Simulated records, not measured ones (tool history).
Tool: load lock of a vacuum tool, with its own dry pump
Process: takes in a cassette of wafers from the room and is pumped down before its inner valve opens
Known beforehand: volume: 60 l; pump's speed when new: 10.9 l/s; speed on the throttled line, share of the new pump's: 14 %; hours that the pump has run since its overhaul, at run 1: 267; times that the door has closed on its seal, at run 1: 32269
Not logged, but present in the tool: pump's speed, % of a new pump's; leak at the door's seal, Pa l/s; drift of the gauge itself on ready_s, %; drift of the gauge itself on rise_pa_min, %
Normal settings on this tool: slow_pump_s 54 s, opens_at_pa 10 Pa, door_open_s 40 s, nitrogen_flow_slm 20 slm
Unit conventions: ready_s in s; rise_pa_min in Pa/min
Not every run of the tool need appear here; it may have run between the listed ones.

| run | day | slow_pump_s | opens_at_pa | door_open_s | nitrogen_flow_slm | hours that the pump has run since its overhaul | times that the door has closed on its seal | incoming humidity of the room's air, % | ready_s | rise_pa_min |
|---|---|---|---|---|---|---|---|---|---|---|
| 1 | 0 | 54 | 10 | 40 | 20 | 267 | 32269 | 47.7 | 98.2 | 0.066 |
| 2 | 6.212 | 54 | 10 | 40 | 20 | 416 | 33006 | 46.3 | 97.8 | 0.067 |
| 3 | 11.392 | 54 | 10 | 40 | 20 | 540 | 33619 | 47.6 | 97.9 | 0.072 |
| 4 | 22.754 | 54 | 10 | 40 | 20 | 813 | 34966 | 44.6 | 98.6 | 0.074 |
| 5 | 28.358 | 56 | 10 | 40 | 20 | 948 | 35630 | 44.7 | 100.7 | 0.078 |
| 6 | 40.425 | 54 | 10 | 40 | 20 | 1237 | 37060 | 42.1 | 98.1 | 0.084 |
| 7 | 46.975 | 54 | 10 | 40 | 20 | 1394 | 37837 | 44.2 | 98.3 | 0.08 |
| 8 | 54.45 | 54 | 10 | 40 | 20 | 1574 | 38723 | 46.3 | 98.3 | 0.078 |
| 9 | 62.133 | 54 | 16 | 40 | 20 | 1758 | 39633 | 46.2 | 96 | 0.082 |
| 10 | 71.192 | 54 | 20 | 40 | 20 | 1976 | 40707 | 45.7 | 94.9 | 0.091 |
| 11 | 81.171 | 54 | 15 | 40 | 20 | 2215 | 41889 | 41.3 | 96.5 | 0.093 |
| 12 | 92.233 | 54 | 15 | 40 | 20 | 2481 | 43201 | 46.4 | 95 | 0.097 |
| 13 | 102.483 | 54 | 15 | 40 | 20 | 2727 | 44416 | 43.4 | 96 | 0.098 |
| 14 | 108.967 | 54 | 15 | 40 | 20 | 2882 | 45184 | 44.2 | 96.4 | 0.105 |
| 15 | 119.483 | 54 | 15 | 40 | 20 | 3135 | 46430 | 45.2 | 96.5 | 0.108 |
| 16 | 128.721 | 54 | 15 | 40 | 20 | 3356 | 47525 | 45.9 | 96.1 | 0.12 |
| 17 | 136.867 | 54 | 15 | 40 | 20 | 3552 | 48490 | 46.6 | 96 | 0.114 |
| 18 | 143.196 | 54 | 15 | 40 | 20 | 3704 | 49241 | 46.8 | 94.7 | 0.117 |
| 19 | 152.825 | 37 | 15 | 40 | 20 | 3935 | 50382 | 45.9 | 82.6 | 0.123 |
| 20 | 159.388 | 37 | 15 | 40 | 20 | 4092 | 51160 | 45.4 | 80.5 | 0.125 |
| 21 | 168.308 | 37 | 15 | 40 | 20 | 4306 | 52217 | 47.7 | 81.6 | 0.138 |
| 22 | 174.546 | 48 | 10 | 100 | 36 | 4456 | 52956 | 46.5 | 94.1 | 0.132 |
| 23 | 182.017 | 48 | 10 | 28 | 17 | 4635 | 53842 | 42 | 95 | 0.132 |
| 24 | 188.775 | 48 | 10 | 28 | 17 | 4798 | 54643 | 42.3 | 94.6 | 0.131 |
| 25 | 200.404 | 48 | 10 | 28 | 17 | 5077 | 56021 | 47.1 | 93.3 | 0.145 |
| 26 | 209.742 | 48 | 9 | 30 | 17 | 5301 | 57127 | 44.2 | 94.3 | 0.147 |
| 27 | 217.85 | 48 | 9 | 88 | 17 | 5495 | 58089 | 49.6 | 94.2 | 0.156 |
| 28 | 226.1 | 48 | 9 | 88 | 17 | 5693 | 59066 | 42.5 | 94.8 | 0.16 |
| 29 | 233.604 | 71 | 9 | 88 | 27 | 5873 | 59955 | 47.4 | 115.1 | 0.172 |
|  | 240.529 | door's seal changed, seat wiped |
| 30 | 243.6 | 71 | 9 | 88 | 27 | 6112 | 364 | 44.6 | 113.4 | 0.019 |
| 31 | 249.554 | 71 | 8 | 161 | 27 | 6255 | 1070 | 47 | 114.5 | 0.024 |
| 32 | 257.8 | 54 | 10 | 107 | 20 | 6453 | 2047 | 47.6 | 100.5 | 0.025 |
| 33 | 266.438 | 54 | 17 | 32 | 9 | 6660 | 3071 | 48 | 96.8 | 0.021 |

Some steps in ready_s between neighbouring runs. How much of each would the tool show without its hidden state too (settings, what came in, random variation), and how much is left for the hidden state, with any gauge scatter that isn't in both results?
Run 1 -> 2: nothing adjusted, nothing logged. ready_s -0.4 s: hidden state +0.1, all else -0.5.
Run 10 -> 11: opens_at_pa 20 -> 15. ready_s +1.6 s: hidden state +0.2, all else +1.4.
Run 18 -> 19: slow_pump_s 54 -> 37. ready_s -12.1 s: hidden state +0.2, all else -12.3.
Run 21 -> 22: slow_pump_s 37 -> 48, opens_at_pa 15 -> 10, door_open_s 40 -> 100, nitrogen_flow_slm 20 -> 36. ready_s +12.5 s: hidden state +0, all else +12.5.
Run 28 -> 29: slow_pump_s 48 -> 71, nitrogen_flow_slm 17 -> 27. ready_s +20.3 s: hidden state +0.1, all else +20.2.
Run 31 -> 32: slow_pump_s 71 -> 54, opens_at_pa 8 -> 10, door_open_s 161 -> 107, nitrogen_flow_slm 27 -> 20. ready_s -14 s: hidden state +0.1, all else -14.1.

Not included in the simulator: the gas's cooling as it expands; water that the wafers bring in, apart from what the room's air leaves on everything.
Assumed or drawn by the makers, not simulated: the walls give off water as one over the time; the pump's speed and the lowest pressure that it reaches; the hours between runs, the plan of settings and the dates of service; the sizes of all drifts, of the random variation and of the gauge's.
